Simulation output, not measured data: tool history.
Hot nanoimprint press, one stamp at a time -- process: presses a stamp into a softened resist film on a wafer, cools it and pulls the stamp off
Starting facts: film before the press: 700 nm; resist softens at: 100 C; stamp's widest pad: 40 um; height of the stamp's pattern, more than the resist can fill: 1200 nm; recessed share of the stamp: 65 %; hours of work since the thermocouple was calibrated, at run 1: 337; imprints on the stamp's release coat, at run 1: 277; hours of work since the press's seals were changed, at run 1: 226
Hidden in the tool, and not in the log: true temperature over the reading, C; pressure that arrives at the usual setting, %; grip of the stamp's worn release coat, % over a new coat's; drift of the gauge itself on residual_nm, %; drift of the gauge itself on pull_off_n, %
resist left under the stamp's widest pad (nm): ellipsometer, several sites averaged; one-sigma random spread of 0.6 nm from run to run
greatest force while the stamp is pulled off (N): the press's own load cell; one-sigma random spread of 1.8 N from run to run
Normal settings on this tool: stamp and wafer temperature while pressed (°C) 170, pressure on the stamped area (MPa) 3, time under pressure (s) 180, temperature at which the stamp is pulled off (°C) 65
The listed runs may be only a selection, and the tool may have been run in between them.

run	hour	stamp and wafer temperature while pressed (°C)	pressure on the stamped area (MPa)	time under pressure (s)	temperature at which the stamp is pulled off (°C)	hours of work since the thermocouple was calibrated	imprints on the stamp's release coat	hours of work since the press's seals were changed	resist left under the stamp's widest pad (nm)	greatest force while the stamp is pulled off (N)
1	0	170	3	180	65	337	277	226	275.8	194
2	11.9	170	3	261	65	341	299	231	235.2	196
3	19.8	170	3	261	65	344	315	234	236.9	193
4	34.7	170	3	261	65	350	343	240	235.3	198
5	49.9	170	3	261	65	357	372	246	236.1	195
6	65.3	162	3	261	65	363	401	252	349.4	200
7	80.4	162	3	261	65	369	430	258	348.6	201
8	87.6	162	3	261	65	372	444	261	348.9	197
9	97.9	162	3.35	261	65	376	464	265	334.8	202
10	105.7	170	3	180	65	379	479	268	278.6	204
11	116.6	170	3	180	65	383	500	273	277.6	201
12	129.3	170	3	180	65	388	524	278	277.2	205
13	141.7	170	3	180	65	393	547	283	277.7	209
14	153.9	170	3	180	65	398	571	288	277.8	206
15	168.5	174	3.32	180	65	404	599	293	220.5	208

Run 16 comes next. What will it give?
16	183.1	178	2.04	180	55	410	626	299	?	?

resist left under the stamp's widest pad (nm): 229.3
greatest force while the stamp is pulled off (N): 220
Had the tool carried no hidden state, the very same run would have given resist left under the stamp's widest pad (nm) 219.6, greatest force while the stamp is pulled off (N) 193.
